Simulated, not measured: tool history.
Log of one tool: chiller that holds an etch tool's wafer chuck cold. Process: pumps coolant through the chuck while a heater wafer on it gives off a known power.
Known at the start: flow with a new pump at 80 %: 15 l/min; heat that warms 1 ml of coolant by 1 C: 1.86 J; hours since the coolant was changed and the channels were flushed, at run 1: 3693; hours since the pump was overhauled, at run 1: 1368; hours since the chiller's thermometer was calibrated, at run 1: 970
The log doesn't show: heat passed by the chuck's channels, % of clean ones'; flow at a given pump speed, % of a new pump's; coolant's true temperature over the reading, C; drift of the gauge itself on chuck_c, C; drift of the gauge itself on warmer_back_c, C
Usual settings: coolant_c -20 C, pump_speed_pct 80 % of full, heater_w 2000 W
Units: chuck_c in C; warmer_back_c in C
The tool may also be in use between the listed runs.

run   hour  coolant_c  pump_speed_pct  heater_w  hours since the coolant was changed and the channels were flushed  hours since the pump was overhauled  hours since the chiller's thermometer was calibrated  chuck_c  warmer_back_c
  1      0        -20              80      2000                                                               3693                                 1368                                                   970     -6.5           4.33
  2     53        -20              80      2000                                                               3746                                 1421                                                  1023     -6.5           4.28
  3   95.6        -20              80      2000                                                               3789                                 1464                                                  1065     -6.2           4.28
  4  133.3        -20              80      2000                                                               3826                                 1502                                                  1103     -6.5           4.32
  5  175.8        -20              80      2000                                                               3869                                 1544                                                  1145     -6.4           4.27
  6  210.2        -20              80      2053                                                               3903                                 1578                                                  1180     -6.2           4.42
  7  243.2        -20              80      2053                                                               3936                                 1611                                                  1213     -6.4           4.38
  8  294.6        -20              80      2053                                                               3988                                 1663                                                  1264     -6.2           4.34
  9  352.7        -20              80      2053                                                               4046                                 1721                                                  1322     -6.2           4.36
 10  397.5        -20              80      2195                                                               4091                                 1766                                                  1367     -5.1           4.69
 11  445.4        -20              80      1477                                                               4139                                 1814                                                  1415    -10.2           3.14
 12  507.2        -18              80      2000                                                               4200                                 1875                                                  1477     -4.5           4.18
 13  532.6        -15              72      2000                                                               4226                                 1901                                                  1502     -0.4           4.68
 14  580.4        -28              89      2603                                                               4274                                 1949                                                  1550      -12           4.89
 15  608.6        -20              97      1207                                                               4302                                 1977                                                  1578      -13           2.01
 16  656.2        -20              97      1207                                                               4349                                 2024                                                  1626    -13.1           2.07
 17  690.5        -29             100      1838                                                               4384                                 2059                                                  1660    -18.8           2.98
 18  741.4        -28              67      1101                                                               4435                                 2110                                                  1711    -19.5           2.62
 19    793        -23              77      2101                                                               4486                                 2161                                                  1763     -8.4           4.48
 20  837.7        -12              96      1565                                                               4531                                 2206                                                  1807       -3           2.62
 21  893.2        -12              93      2237                                                               4586                                 2261                                                  1863      1.3           3.86
 22  923.6        -12              61      1102                                                               4617                                 2292                                                  1893     -2.5           2.94

Forecast each of these 3 alternatives for the next run:
  A  971.4        -28              91      1166                                                               4665                                 2340                                                  1941        ?              ?
  B  971.4        -30              68      1353                                                               4665                                 2340                                                  1941        ?              ?
  C  971.4        -24              94      1975                                                               4665                                 2340                                                  1941        ?              ?

run  chuck_c  warmer_back_c
  A    -20.7           1.98
  B    -19.6           3.21
  C    -12.4           3.31
Without the tool's hidden state the same runs would have given:
run  chuck_c  warmer_back_c
  A    -20.7           2.21
  B    -19.6           3.45
  C    -12.4           3.55

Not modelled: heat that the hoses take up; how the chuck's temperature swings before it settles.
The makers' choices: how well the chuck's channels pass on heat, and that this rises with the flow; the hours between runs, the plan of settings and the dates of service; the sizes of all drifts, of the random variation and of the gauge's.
